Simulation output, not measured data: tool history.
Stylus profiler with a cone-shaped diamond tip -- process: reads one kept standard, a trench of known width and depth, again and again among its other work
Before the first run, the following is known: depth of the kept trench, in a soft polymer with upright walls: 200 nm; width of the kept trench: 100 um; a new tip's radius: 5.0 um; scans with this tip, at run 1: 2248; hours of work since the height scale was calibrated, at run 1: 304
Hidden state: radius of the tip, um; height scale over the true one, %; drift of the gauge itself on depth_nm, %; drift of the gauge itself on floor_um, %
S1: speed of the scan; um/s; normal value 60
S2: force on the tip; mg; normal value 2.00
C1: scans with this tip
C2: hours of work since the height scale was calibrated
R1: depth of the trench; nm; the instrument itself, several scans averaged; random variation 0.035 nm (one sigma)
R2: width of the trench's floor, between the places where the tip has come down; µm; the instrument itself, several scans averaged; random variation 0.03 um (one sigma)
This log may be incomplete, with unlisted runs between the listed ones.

Run 1, hour 0.0: usual settings; C1 2248; C2 304. Result: R1 202.19 nm, R2 96.86 µm.
Run 2, hour 8.4: usual settings; C1 2289; C2 310. Result: R1 202.16 nm, R2 96.89 µm.
Run 3, hour 18.6: usual settings; C1 2339; C2 317. Result: R1 202.22 nm, R2 96.89 µm.
Run 4, hour 25.1: usual settings but S2 0.72 mg; C1 2371; C2 321. Result: R1 201.04 nm, R2 96.60 µm.
Run 5, hour 39.2: usual settings but S2 0.72 mg; C1 2440; C2 330. Result: R1 201.08 nm, R2 96.68 µm.
Run 6, hour 48.4: usual settings but S1 31 um/s; C1 2485; C2 336. Result: R1 202.13 nm, R2 97.08 µm.
Run 7, hour 60.2: usual settings but S1 31 um/s; C1 2543; C2 344. Result: R1 202.08 nm, R2 97.06 µm.
Run 8, hour 69.9: usual settings but S1 31 um/s; C1 2591; C2 351. Result: R1 202.11 nm, R2 96.99 µm.
Run 9, hour 80.7: usual settings but S1 31 um/s; C1 2644; C2 358. Result: R1 202.16 nm, R2 97.04 µm.
Run 10, hour 91.1: usual settings; C1 2695; C2 365. Result: R1 202.17 nm, R2 96.86 µm.
Run 11, hour 102.0: usual settings; C1 2748; C2 372. Result: R1 202.11 nm, R2 96.84 µm.
Run 12, hour 114.8: usual settings; C1 2811; C2 380. Result: R1 202.16 nm, R2 96.89 µm.
Run 13, hour 129.2: usual settings but S1 203 um/s, S2 0.73 mg; C1 2881; C2 390. Result: R1 201.11 nm, R2 95.28 µm.
Run 14, hour 143.4: usual settings but S1 21 um/s, S2 1.23 mg; C1 2951; C2 400. Result: R1 201.53 nm, R2 97.06 µm.
Run 15, hour 158.3: usual settings but S2 0.68 mg; C1 3024; C2 409. Result: R1 201.09 nm, R2 96.56 µm.
Run 16, hour 173.5: usual settings but S2 0.68 mg; C1 3099; C2 419. Result: R1 201.00 nm, R2 96.62 µm.
Run 17, hour 183.4: usual settings but S1 107 um/s, S2 2.74 mg; C1 3147; C2 426. Result: R1 202.60 nm, R2 96.69 µm.
Run 18, hour 195.7: usual settings but S1 107 um/s, S2 2.74 mg; C1 3208; C2 434. Result: R1 202.66 nm, R2 96.69 µm.
Run 19, hour 202.9: usual settings but S1 107 um/s, S2 2.74 mg; C1 3243; C2 439. Result: R1 202.72 nm, R2 96.67 µm.
Run 20, hour 216.2: usual settings but S1 112 um/s; C1 3308; C2 448. Result: R1 202.21 nm, R2 96.55 µm.
Run 21, hour 228.2: usual settings but S2 2.54 mg; C1 3367; C2 456. Result: R1 202.57 nm, R2 96.91 µm.
Run 22, hour 241.3: usual settings but S1 20 um/s, S2 4.49 mg; C1 3431; C2 465. Result: R1 203.69 nm, R2 97.19 µm.
Run 23, hour 256.0: usual settings but S1 20 um/s, S2 1.74 mg; C1 3503; C2 474. Result: R1 201.95 nm, R2 97.09 µm.
Run 24, hour 262.3: usual settings but S1 20 um/s, S2 1.74 mg; C1 3535; C2 479. Result: R1 201.95 nm, R2 97.05 µm.

Predict each of these 5 candidate next runs independently; none follows another, all start after run 24:
Run A, hour 271.1: usual settings but S2 4.54 mg; C1 3578; C2 484. Result: R1 ?, R2 ?.
Run B, hour 271.1: usual settings but S1 21 um/s, S2 4.35 mg; C1 3578; C2 484. Result: R1 ?, R2 ?.
Run C, hour 271.1: usual settings but S1 120 um/s, S2 1.60 mg; C1 3578; C2 484. Result: R1 ?, R2 ?.
Run D, hour 271.1: usual settings but S1 38 um/s, S2 1.70 mg; C1 3578; C2 484. Result: R1 ?, R2 ?.
Run E, hour 271.1: usual settings but S1 87 um/s, S2 0.81 mg; C1 3578; C2 484. Result: R1 ?, R2 ?.

run      R1     R2
  A  203.72  96.98
  B  203.66  97.15
  C  201.85  96.49
  D  201.97  96.96
  E  201.12  96.40
Stripped of hidden state, with their random variation kept, the same runs would have yielded:
run      R1     R2
  A  203.72  96.98
  B  203.65  97.15
  C  201.85  96.49
  D  201.97  96.96
  E  201.12  96.40
